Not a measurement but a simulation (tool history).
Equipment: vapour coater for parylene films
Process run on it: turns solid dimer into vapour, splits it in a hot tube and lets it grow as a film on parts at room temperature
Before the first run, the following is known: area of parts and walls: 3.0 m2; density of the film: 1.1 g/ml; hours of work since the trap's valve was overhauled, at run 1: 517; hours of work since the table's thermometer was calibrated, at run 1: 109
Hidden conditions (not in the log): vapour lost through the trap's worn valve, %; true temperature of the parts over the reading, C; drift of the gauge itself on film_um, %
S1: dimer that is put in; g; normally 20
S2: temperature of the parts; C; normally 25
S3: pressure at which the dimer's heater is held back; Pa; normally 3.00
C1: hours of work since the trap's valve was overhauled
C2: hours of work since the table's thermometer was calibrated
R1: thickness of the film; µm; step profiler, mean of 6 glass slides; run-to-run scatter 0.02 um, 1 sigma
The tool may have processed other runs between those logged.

Run 1, day 0.000: usual settings; C1 517; C2 109. Result: R1 3.80 µm.
Run 2, day 1.004: usual settings; C1 531; C2 122. Result: R1 3.79 µm.
Run 3, day 2.283: usual settings but S3 2.15 Pa; C1 548; C2 139. Result: R1 3.93 µm.
Run 4, day 3.496: usual settings but S3 5.39 Pa; C1 564; C2 156. Result: R1 3.61 µm.
Run 5, day 4.462: usual settings but S3 5.39 Pa; C1 577; C2 169. Result: R1 3.63 µm.
Run 6, day 5.354: usual settings but S3 5.39 Pa; C1 589; C2 181. Result: R1 3.65 µm.
Run 7, day 6.029: usual settings but S3 5.39 Pa; C1 599; C2 190. Result: R1 3.61 µm.
Run 8, day 6.779: usual settings but S2 28 C; C1 609; C2 200. Result: R1 3.27 µm.
Run 9, day 7.767: usual settings but S2 28 C; C1 622; C2 214. Result: R1 3.27 µm.
Run 10, day 8.783: usual settings but S2 27 C; C1 636; C2 227. Result: R1 3.45 µm.
Run 11, day 10.038: usual settings but S1 12 g, S2 19 C; C1 653; C2 244. Result: R1 3.09 µm.
Run 12, day 11.138: usual settings but S1 8 g, S2 20 C, S3 5.18 Pa; C1 668; C2 259. Result: R1 1.86 µm.
At day 12.062: trap's valve overhauled.
Run 13, day 12.471: usual settings but S1 9 g; C1 6; C2 275. Result: R1 1.72 µm.
Run 14, day 13.188: usual settings but S2 35 C; C1 15; C2 285. Result: R1 2.35 µm.
Run 15, day 13.925: usual settings but S2 26 C; C1 25; C2 295. Result: R1 3.68 µm.
Run 16, day 14.917: usual settings but S2 34 C, S3 2.55 Pa; C1 39; C2 308. Result: R1 2.52 µm.
Run 17, day 15.562: usual settings but S2 21 C; C1 47; C2 317. Result: R1 4.62 µm.
Run 18, day 16.192: usual settings but S1 12 g, S2 34 C, S3 2.07 Pa; C1 56; C2 325. Result: R1 1.52 µm.
Run 19, day 17.004: usual settings but S1 22 g, S2 28 C, S3 5.71 Pa; C1 67; C2 336. Result: R1 3.44 µm.

5 options for the next run, each taken on its own from the tool as it stands now. Forecast them:
Run A, day 17.817: usual settings but S3 3.72 Pa; C1 78; C2 347. Result: R1 ?.
Run B, day 17.817: usual settings but S1 22 g, S2 24 C, S3 6.42 Pa; C1 78; C2 347. Result: R1 ?.
Run C, day 17.817: usual settings but S1 22 g, S2 18 C, S3 5.71 Pa; C1 78; C2 347. Result: R1 ?.
Run D, day 17.817: usual settings but S1 26 g, S2 28 C, S3 5.71 Pa; C1 78; C2 347. Result: R1 ?.
Run E, day 17.817: usual settings but S1 8 g, S2 27 C, S3 8.88 Pa; C1 78; C2 347. Result: R1 ?.

run    R1
  A  3.76
  B  4.14
  C  5.56
  D  4.10
  E  1.29
The same runs, with their run-to-run variation unchanged, on a tool lacking any hidden condition would have given:
run    R1
  A  3.76
  B  4.14
  C  5.57
  D  4.10
  E  1.29

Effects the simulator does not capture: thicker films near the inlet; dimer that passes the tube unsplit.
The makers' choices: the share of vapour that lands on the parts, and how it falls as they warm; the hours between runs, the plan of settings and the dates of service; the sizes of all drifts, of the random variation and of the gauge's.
